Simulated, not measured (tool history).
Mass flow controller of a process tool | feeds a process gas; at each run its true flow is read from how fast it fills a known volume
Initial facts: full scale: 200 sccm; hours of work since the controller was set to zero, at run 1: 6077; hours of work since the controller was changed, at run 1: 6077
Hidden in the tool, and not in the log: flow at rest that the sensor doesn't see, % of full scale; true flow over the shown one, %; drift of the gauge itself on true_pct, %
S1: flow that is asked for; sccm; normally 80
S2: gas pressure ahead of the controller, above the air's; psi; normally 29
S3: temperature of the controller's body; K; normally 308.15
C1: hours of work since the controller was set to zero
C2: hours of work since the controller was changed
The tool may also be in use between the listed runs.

run 1 hour=0 | S1=80 S2=29 S3=308.15 | C1=6077 C2=6077 | true_flow_(%)=96.8
run 2 hour=195.1 | S1=80 S2=29 S3=308.15 | C1=6202 C2=6202 | true_flow_(%)=96.85
run 3 hour=464.2 | S1=80 S2=29 S3=308.15 | C1=6375 C2=6375 | true_flow_(%)=96.84
run 4 hour=696.2 | S1=80 S2=29 S3=308.15 | C1=6524 C2=6524 | true_flow_(%)=96.88
run 5 hour=873.8 | S1=80 S2=29 S3=308.15 | C1=6637 C2=6637 | true_flow_(%)=96.85
-- hour=1016.5 controller exchanged for a calibrated one
run 6 hour=1100.1 | S1=80 S2=29 S3=308.15 | C1=54 C2=54 | true_flow_(%)=96.76
run 7 hour=1328.9 | S1=80 S2=29 S3=308.15 | C1=200 C2=200 | true_flow_(%)=96.83
run 8 hour=1488.5 | S1=80 S2=29 S3=308.15 | C1=302 C2=302 | true_flow_(%)=97
run 9 hour=1666.9 | S1=27 S2=29 S3=308.15 | C1=417 C2=417 | true_flow_(%)=95.97
run 10 hour=1944 | S1=27 S2=29 S3=308.15 | C1=594 C2=594 | true_flow_(%)=96.05
run 11 hour=2218.5 | S1=80 S2=29 S3=308.15 | C1=770 C2=770 | true_flow_(%)=96.81
run 12 hour=2380.4 | S1=80 S2=29 S3=308.15 | C1=874 C2=874 | true_flow_(%)=96.97
run 13 hour=2499.6 | S1=80 S2=29 S3=308.15 | C1=950 C2=950 | true_flow_(%)=96.93
run 14 hour=2701.8 | S1=80 S2=29 S3=308.15 | C1=1080 C2=1080 | true_flow_(%)=96.99
run 15 hour=2936.4 | S1=80 S2=29 S3=312.15 | C1=1230 C2=1230 | true_flow_(%)=96.43
run 16 hour=3196.6 | S1=80 S2=29 S3=312.15 | C1=1397 C2=1397 | true_flow_(%)=96.43
run 17 hour=3400.8 | S1=80 S2=29 S3=294.15 | C1=1528 C2=1528 | true_flow_(%)=98.39
run 18 hour=3678.9 | S1=58 S2=29 S3=308.15 | C1=1706 C2=1706 | true_flow_(%)=96.56
run 19 hour=3804.8 | S1=80 S2=29 S3=307.15 | C1=1787 C2=1787 | true_flow_(%)=96.93
run 20 hour=4048.3 | S1=80 S2=32.6 S3=308.15 | C1=1943 C2=1943 | true_flow_(%)=96.56
run 21 hour=4198.1 | S1=80 S2=29 S3=298.15 | C1=2039 C2=2039 | true_flow_(%)=98.1
run 22 hour=4475.2 | S1=80 S2=29 S3=308.15 | C1=2217 C2=2217 | true_flow_(%)=96.94
run 23 hour=4611.6 | S1=80 S2=29 S3=296.15 | C1=2304 C2=2304 | true_flow_(%)=98.24
run 24 hour=4782.6 | S1=80 S2=29 S3=296.15 | C1=2414 C2=2414 | true_flow_(%)=98.26
run 25 hour=5044.3 | S1=80 S2=27 S3=298.15 | C1=2581 C2=2581 | true_flow_(%)=98.21
run 26 hour=5313.9 | S1=80 S2=27 S3=298.15 | C1=2754 C2=2754 | true_flow_(%)=98.08
run 27 hour=5469.4 | S1=118 S2=33.6 S3=306.15 | C1=2854 C2=2854 | true_flow_(%)=97.54
run 28 hour=5758.1 | S1=21 S2=30.5 S3=293.15 | C1=3039 C2=3039 | true_flow_(%)=97.57
run 29 hour=6030.2 | S1=80 S2=38.6 S3=308.15 | C1=3213 C2=3213 | true_flow_(%)=96.45
run 30 hour=6175.1 | S1=132 S2=36.8 S3=295.15 | C1=3306 C2=3306 | true_flow_(%)=98.87
run 31 hour=6328.7 | S1=70 S2=38.1 S3=302.15 | C1=3404 C2=3404 | true_flow_(%)=96.92
run 32 hour=6544.6 | S1=80 S2=35.7 S3=308.15 | C1=3543 C2=3543 | true_flow_(%)=96.53
run 33 hour=6743.7 | S1=149 S2=35.7 S3=312.15 | C1=3670 C2=3670 | true_flow_(%)=97.31
run 34 hour=7006.4 | S1=181 S2=32.3 S3=307.15 | C1=3839 C2=3839 | true_flow_(%)=98.51
run 35 hour=7253.9 | S1=181 S2=32.3 S3=307.15 | C1=3997 C2=3997 | true_flow_(%)=98.52
run 36 hour=7474.7 | S1=80 S2=29 S3=312.15 | C1=4139 C2=4139 | true_flow_(%)=96.49
run 37 hour=7695 | S1=23 S2=26 S3=299.15 | C1=4280 C2=4280 | true_flow_(%)=97.1
run 38 hour=7951.8 | S1=62 S2=22.9 S3=299.15 | C1=4445 C2=4445 | true_flow_(%)=97.87
run 39 hour=8201.7 | S1=80 S2=29 S3=310.15 | C1=4605 C2=4605 | true_flow_(%)=96.59
run 40 hour=8497.3 | S1=143 S2=37 S3=294.15 | C1=4794 C2=4794 | true_flow_(%)=99.07
run 41 hour=8643.2 | S1=143 S2=22.2 S3=303.15 | C1=4888 C2=4888 | true_flow_(%)=98.84
run 42 hour=8818.1 | S1=93 S2=22.8 S3=294.15 | C1=5000 C2=5000 | true_flow_(%)=98.98
run 43 hour=8982.2 | S1=74 S2=27.3 S3=300.15 | C1=5105 C2=5105 | true_flow_(%)=97.76
run 44 hour=9198.6 | S1=74 S2=27.3 S3=300.15 | C1=5244 C2=5244 | true_flow_(%)=97.87
run 45 hour=9468.8 | S1=74 S2=27.3 S3=300.15 | C1=5417 C2=5417 | true_flow_(%)=97.73
run 46 hour=9661 | S1=22 S2=29 S3=294.15 | C1=5540 C2=5540 | true_flow_(%)=97.51
run 47 hour=9854.9 | S1=122 S2=35 S3=308.15 | C1=5664 C2=5664 | true_flow_(%)=97.31
run 48 hour=9994.3 | S1=122 S2=35 S3=308.15 | C1=5754 C2=5754 | true_flow_(%)=97.22

For each entry between runs, how does the tool's hidden state at the last listed run before it compare with that at the first listed run after it?
In the gap between runs 5 and 6: controller exchanged for a calibrated one (hour 1016.5)
  flow at rest that the sensor doesn't see, % of full scale: -0.002 -> 0
